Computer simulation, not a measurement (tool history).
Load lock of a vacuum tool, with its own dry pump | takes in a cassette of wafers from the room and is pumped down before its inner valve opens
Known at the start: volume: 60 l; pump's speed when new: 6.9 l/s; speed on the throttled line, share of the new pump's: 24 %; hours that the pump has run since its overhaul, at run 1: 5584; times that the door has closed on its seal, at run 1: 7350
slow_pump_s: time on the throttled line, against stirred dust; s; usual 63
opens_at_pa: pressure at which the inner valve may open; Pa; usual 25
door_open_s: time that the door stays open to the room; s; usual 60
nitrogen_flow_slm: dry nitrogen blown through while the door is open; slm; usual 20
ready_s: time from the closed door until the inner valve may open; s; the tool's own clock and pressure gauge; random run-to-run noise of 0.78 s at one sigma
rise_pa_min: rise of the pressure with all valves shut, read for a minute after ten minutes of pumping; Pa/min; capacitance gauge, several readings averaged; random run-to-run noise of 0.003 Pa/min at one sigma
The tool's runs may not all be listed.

run	hour	slow_pump_s	opens_at_pa	door_open_s	nitrogen_flow_slm	hours that the pump has run since its overhaul	times that the door has closed on its seal	incoming humidity of the room's air, %	ready_s	rise_pa_min
1	0.0	63	25	60	20	5584	7350	48.3	129.5	0.038
2	69.6	83	25	60	20	5653	7505	43.6	142.3	0.036
3	140.8	83	25	60	20	5724	7663	42.8	143.4	0.039
4	230.8	63	25	60	20	5814	7864	43.9	130.1	0.039
5	286.4	63	25	60	20	5870	7987	43.2	128.8	0.040
6	368.5	63	20	60	20	5952	8170	45.1	132.3	0.040
7	464.4	63	20	60	20	6048	8383	45.2	134.1	0.049
8	560.3	63	25	60	20	6144	8597	48.6	131.9	0.045
9	655.1	63	25	60	37	6239	8808	44.3	130.9	0.035
10	707.2	63	25	60	37	6291	8924	41.9	130.4	0.041
11	804.1	63	25	60	37	6388	9139	46.1	130.5	0.039
12	852.9	63	25	60	37	6436	9248	45.3	131.8	0.039
13	936.1	63	25	44	30	6520	9433	41.5	132.1	0.033
14	982.0	63	43	70	21	6566	9535	47.7	124.7	0.043
15	1053.6	63	43	70	21	6637	9695	47.9	124.7	0.045
16	1131.9	63	43	70	21	6715	9869	45.7	126.1	0.041
17	1214.4	50	30	60	8	6798	10052	44.3	120.9	0.054
18	1318.1	50	30	35	11	6902	10283	46.3	119.5	0.040
19	1422.5	50	41	60	20	7006	10516	46.4	119.0	0.047
20	1503.5	44	25	102	20	7087	10696	45.2	118.8	0.056
21	1577.7	44	25	102	20	7161	10861	48.5	117.4	0.056
22	1635.3	44	25	102	20	7219	10989	45.3	119.9	0.057
23	1748.2	44	25	231	11	7332	11240	46.3	118.6	0.113
24	1853.9	63	25	89	20	7437	11476	42.8	133.8	0.052

What if the next run were any one of these 4? Each begins from the tool's condition after run 24:
A	1914.6	36	40	58	20	7498	11611	44.5	?	?
B	1914.6	63	24	166	34	7498	11611	44.0	?	?
C	1914.6	63	25	104	4	7498	11611	45.1	?	?
D	1914.6	63	48	60	20	7498	11611	45.9	?	?

run	ready_s	rise_pa_min
A	110.4	0.049
B	135.6	0.059
C	133.7	0.094
D	125.6	0.051
What these runs would have given with no unlogged condition in the tool:
run	ready_s	rise_pa_min
A	96.8	0.020
B	122.4	0.030
C	120.7	0.066
D	113.9	0.023
